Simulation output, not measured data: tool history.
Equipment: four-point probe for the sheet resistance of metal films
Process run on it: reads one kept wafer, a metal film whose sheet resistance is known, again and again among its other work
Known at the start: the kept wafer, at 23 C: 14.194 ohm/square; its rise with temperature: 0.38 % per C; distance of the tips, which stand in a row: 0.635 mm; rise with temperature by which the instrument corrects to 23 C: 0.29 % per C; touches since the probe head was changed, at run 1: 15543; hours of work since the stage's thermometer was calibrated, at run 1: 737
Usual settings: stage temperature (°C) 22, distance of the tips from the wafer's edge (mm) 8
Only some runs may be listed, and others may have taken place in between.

run	hour	stage temperature (°C)	distance of the tips from the wafer's edge (mm)	touches since the probe head was changed	hours of work since the stage's thermometer was calibrated	sheet resistance as the instrument gives it (ohm/square)
1	0.0	22	8	15543	737	14.225412
2	28.5	22	8	17339	759	14.224988
3	68.9	22	8	19885	791	14.229233
4	109.1	22	27	22414	822	14.177345
5	145.2	22	16	24691	850	14.189810
6	169.1	18	16	26199	868	14.137551
7	208.9	22	9	28703	899	14.214864
8	246.9	24	8	31102	929	14.251426
9	265.6	24	8	32279	943	14.254129
10	283.9	24	8	33433	957	14.256104
11	314.1	20	8	35331	981	14.198663
12	349.0	22	57	37535	1008	14.179600
13	378.2	22	57	39369	1030	14.178958
14	396.9	22	57	40549	1045	14.181967
15	432.3	22	8	42778	1072	14.228534
16	453.6	21	8	44124	1089	14.215185
17	491.0	33	8	46477	1118	14.368881
18	527.2	33	8	48761	1146	14.369251
19	553.8	25	8	50439	1167	14.269614
20	579.9	25	8	52081	1187	14.269530
21	603.6	25	8	53575	1205	14.268918
22	624.5	22	8	54889	1221	14.226902
23	656.2	22	8	56892	1246	14.232541
24	686.2	22	8	58780	1269	14.230263
25	722.2	23	4	61046	1297	14.379025
26	753.4	31	8	63010	1321	14.344932
27	772.1	31	8	64189	1336	14.344642
28	814.0	30	11	66830	1368	14.309408
29	844.0	30	11	68720	1392	14.312008
30	872.1	32	8	70495	1413	14.357677
31	906.7	20	3	72670	1440	14.480865
32	932.9	30	6	74324	1461	14.375699
33	972.2	30	6	76798	1491	14.372337
34	1001.2	30	6	78626	1513	14.370277
35	1041.8	30	6	81183	1545	14.368429
36	1060.9	25	5	82384	1560	14.351560
37	1088.8	31	67	84143	1581	14.299326
38	1120.0	28	6	86109	1606	14.340492
39	1160.6	22	50	88670	1637	14.180576
40	1194.6	19	14	90809	1663	14.155872
# hour 1206.7: stage's thermometer calibrated
41	1229.6	27	4	92982	18	14.433881
42	1250.0	22	10	94268	34	14.213018
43	1285.9	22	9	96535	61	14.217927
44	1313.3	24	6	98259	83	14.291679
45	1343.1	22	64	100138	106	14.185450

Entry by entry between the runs, the difference in hidden state between the last listed run before and the first listed run after:
In the gap between runs 40 and 41: stage's thermometer calibrated (hour 1206.7)
  wafer's true temperature over the reading, C: 0.01 -> 0
